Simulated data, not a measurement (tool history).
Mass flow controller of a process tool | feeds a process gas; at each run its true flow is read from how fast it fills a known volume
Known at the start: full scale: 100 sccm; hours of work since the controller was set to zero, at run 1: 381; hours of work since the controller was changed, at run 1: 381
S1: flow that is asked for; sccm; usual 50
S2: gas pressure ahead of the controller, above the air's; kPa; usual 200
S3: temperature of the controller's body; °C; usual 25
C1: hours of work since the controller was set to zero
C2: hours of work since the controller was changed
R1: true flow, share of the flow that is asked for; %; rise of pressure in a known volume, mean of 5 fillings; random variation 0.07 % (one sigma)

run 1 hour=0.0 | S1=50 S2=200 S3=25 | C1=381 C2=381 | R1=98.90
run 2 hour=44.2 | S1=50 S2=200 S3=25 | C1=396 C2=396 | R1=98.78
run 3 hour=95.7 | S1=50 S2=200 S3=20 | C1=413 C2=413 | R1=98.99
run 4 hour=138.1 | S1=50 S2=200 S3=20 | C1=427 C2=427 | R1=98.90
run 5 hour=191.1 | S1=50 S2=200 S3=20 | C1=445 C2=445 | R1=98.98
run 6 hour=226.6 | S1=50 S2=200 S3=29 | C1=457 C2=457 | R1=98.73
run 7 hour=280.5 | S1=50 S2=200 S3=29 | C1=475 C2=475 | R1=98.51
run 8 hour=316.8 | S1=50 S2=200 S3=29 | C1=487 C2=487 | R1=98.63
run 9 hour=379.2 | S1=50 S2=200 S3=29 | C1=507 C2=507 | R1=98.59
run 10 hour=446.2 | S1=50 S2=200 S3=25 | C1=530 C2=530 | R1=98.74
run 11 hour=480.2 | S1=50 S2=200 S3=25 | C1=541 C2=541 | R1=98.66
run 12 hour=532.5 | S1=50 S2=200 S3=23 | C1=559 C2=559 | R1=98.78
run 13 hour=595.5 | S1=50 S2=200 S3=23 | C1=579 C2=579 | R1=98.76
run 14 hour=661.5 | S1=50 S2=200 S3=23 | C1=601 C2=601 | R1=98.60
run 15 hour=708.3 | S1=50 S2=200 S3=23 | C1=617 C2=617 | R1=98.69
run 16 hour=761.1 | S1=48 S2=200 S3=23 | C1=635 C2=635 | R1=98.56
run 17 hour=802.3 | S1=48 S2=200 S3=23 | C1=648 C2=648 | R1=98.69
run 18 hour=849.1 | S1=48 S2=200 S3=23 | C1=664 C2=664 | R1=98.53
run 19 hour=897.2 | S1=48 S2=200 S3=23 | C1=680 C2=680 | R1=98.64
run 20 hour=943.3 | S1=19 S2=200 S3=23 | C1=695 C2=695 | R1=97.57
run 21 hour=1017.2 | S1=19 S2=200 S3=23 | C1=720 C2=720 | R1=97.52
run 22 hour=1068.1 | S1=19 S2=200 S3=23 | C1=737 C2=737 | R1=97.45
run 23 hour=1145.5 | S1=38 S2=179 S3=33 | C1=763 C2=763 | R1=97.80
run 24 hour=1214.0 | S1=26 S2=200 S3=25 | C1=785 C2=785 | R1=97.71
run 25 hour=1279.8 | S1=80 S2=276 S3=30 | C1=807 C2=807 | R1=99.37
run 26 hour=1348.4 | S1=80 S2=276 S3=30 | C1=830 C2=830 | R1=99.44
run 27 hour=1404.0 | S1=91 S2=200 S3=35 | C1=849 C2=849 | R1=98.90
run 28 hour=1441.8 | S1=39 S2=243 S3=35 | C1=861 C2=861 | R1=98.09
run 29 hour=1495.9 | S1=50 S2=200 S3=30 | C1=879 C2=879 | R1=98.25
run 30 hour=1530.7 | S1=34 S2=146 S3=24 | C1=891 C2=891 | R1=97.59
run 31 hour=1565.6 | S1=54 S2=146 S3=23 | C1=903 C2=903 | R1=98.14
run 32 hour=1605.8 | S1=66 S2=200 S3=27 | C1=916 C2=916 | R1=98.63
run 33 hour=1677.3 | S1=66 S2=200 S3=27 | C1=940 C2=940 | R1=98.64
run 34 hour=1747.2 | S1=14 S2=200 S3=27 | C1=963 C2=963 | R1=96.38
run 35 hour=1823.2 | S1=64 S2=148 S3=25 | C1=988 C2=988 | R1=98.28
run 36 hour=1863.4 | S1=64 S2=148 S3=25 | C1=1002 C2=1002 | R1=98.29
run 37 hour=1918.9 | S1=65 S2=216 S3=21 | C1=1020 C2=1020 | R1=98.94
run 38 hour=1991.1 | S1=18 S2=216 S3=27 | C1=1044 C2=1044 | R1=96.84

Measured less the same run without the tool's hidden state. The same run-to-run variation is in both; the gauge's scatter may not be:
The hidden state here: flow at rest that the sensor doesn't see, % of full scale; true flow over the shown one, %; drift of the gauge itself on true_pct, %.
run=1 R1=-0.55
run=2 R1=-0.56
run=3 R1=-0.58
run=4 R1=-0.60
run=5 R1=-0.61
run=6 R1=-0.62
run=7 R1=-0.63
run=8 R1=-0.64
run=9 R1=-0.66
run=10 R1=-0.68
run=11 R1=-0.69
run=12 R1=-0.70
run=13 R1=-0.72
run=14 R1=-0.74
run=15 R1=-0.76
run=16 R1=-0.79
run=17 R1=-0.80
run=18 R1=-0.81
run=19 R1=-0.83
run=20 R1=-1.51
run=21 R1=-1.55
run=22 R1=-1.58
run=23 R1=-1.03
run=24 R1=-1.33
run=25 R1=-0.74
run=26 R1=-0.76
run=27 R1=-0.73
run=28 R1=-1.11
run=29 R1=-0.98
run=30 R1=-1.24
run=31 R1=-0.96
run=32 R1=-0.88
run=33 R1=-0.90
run=34 R1=-2.52
run=35 R1=-0.95
run=36 R1=-0.96
run=37 R1=-0.96
run=38 R1=-2.21

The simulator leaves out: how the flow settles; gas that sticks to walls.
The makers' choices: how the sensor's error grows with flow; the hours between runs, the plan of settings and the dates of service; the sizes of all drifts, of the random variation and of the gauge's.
